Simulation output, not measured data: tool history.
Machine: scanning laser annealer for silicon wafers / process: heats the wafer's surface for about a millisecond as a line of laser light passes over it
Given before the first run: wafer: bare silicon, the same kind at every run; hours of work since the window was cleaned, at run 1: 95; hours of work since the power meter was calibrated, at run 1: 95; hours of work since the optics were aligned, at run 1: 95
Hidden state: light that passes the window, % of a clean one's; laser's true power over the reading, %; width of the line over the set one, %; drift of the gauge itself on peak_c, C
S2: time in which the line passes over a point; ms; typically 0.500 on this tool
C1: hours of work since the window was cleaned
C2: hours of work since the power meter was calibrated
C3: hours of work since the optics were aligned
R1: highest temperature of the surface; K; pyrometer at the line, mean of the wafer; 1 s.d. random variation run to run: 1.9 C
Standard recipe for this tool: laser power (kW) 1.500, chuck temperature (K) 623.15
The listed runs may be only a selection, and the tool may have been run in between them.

Run 1, hour 0.0: usual settings; C1 95; C2 95; C3 95. Result: R1 1451.15 K.
Run 2, hour 15.4: usual settings but laser power (kW) 1.574; C1 101; C2 101; C3 101. Result: R1 1484.15 K.
Run 3, hour 26.6: usual settings but laser power (kW) 1.574; C1 106; C2 106; C3 106. Result: R1 1484.15 K.
Run 4, hour 38.6: usual settings but laser power (kW) 1.574; C1 111; C2 111; C3 111. Result: R1 1483.15 K.
Run 5, hour 49.5: usual settings but laser power (kW) 1.574; C1 116; C2 116; C3 116. Result: R1 1483.15 K.
Run 6, hour 57.6: usual settings but laser power (kW) 1.574; C1 119; C2 119; C3 119. Result: R1 1482.15 K.
Run 7, hour 69.9: usual settings but laser power (kW) 1.574; C1 125; C2 125; C3 125. Result: R1 1483.15 K.
Run 8, hour 77.1: usual settings but laser power (kW) 1.574; C1 128; C2 128; C3 128. Result: R1 1482.15 K.
Run 9, hour 93.4: usual settings but laser power (kW) 1.352, S2 0.374 ms, chuck temperature (K) 586.15; C1 135; C2 135; C3 135. Result: R1 1228.15 K.
Run 10, hour 105.6: usual settings but laser power (kW) 1.352, S2 0.374 ms, chuck temperature (K) 586.15; C1 140; C2 140; C3 140. Result: R1 1226.15 K.
Run 11, hour 115.2: usual settings but laser power (kW) 1.360, S2 0.600 ms; C1 144; C2 144; C3 144. Result: R1 1449.15 K.
Run 12, hour 123.6: usual settings but laser power (kW) 1.458, S2 0.428 ms, chuck temperature (K) 616.15; C1 148; C2 148; C3 148. Result: R1 1356.15 K.
Run 13, hour 136.4: usual settings but laser power (kW) 1.458, S2 0.428 ms, chuck temperature (K) 616.15; C1 153; C2 153; C3 153. Result: R1 1353.15 K.
Run 14, hour 146.9: usual settings but laser power (kW) 1.287, S2 0.518 ms; C1 158; C2 158; C3 158. Result: R1 1349.15 K.
Run 15, hour 163.3: usual settings but S2 0.616 ms, chuck temperature (K) 619.15; C1 165; C2 165; C3 165. Result: R1 1535.15 K.

Below, some changes in R1 between adjacent runs. For each, the amount present without the hidden state too (settings, incoming material, random variation) and the amount remaining for the hidden state with gauge scatter not shared by both compared results:
Run 8 -> 9: laser power (kW) 1.574 -> 1.352, S2 0.500 -> 0.374, chuck temperature (K) 623.15 -> 586.15. R1 -254.00 K: hidden state +1.00, all else -255.00.
Run 14 -> 15: laser power (kW) 1.287 -> 1.500, S2 0.518 -> 0.616, chuck temperature (K) 623.15 -> 619.15. R1 +186.00 K: hidden state -4.00, all else +190.00.
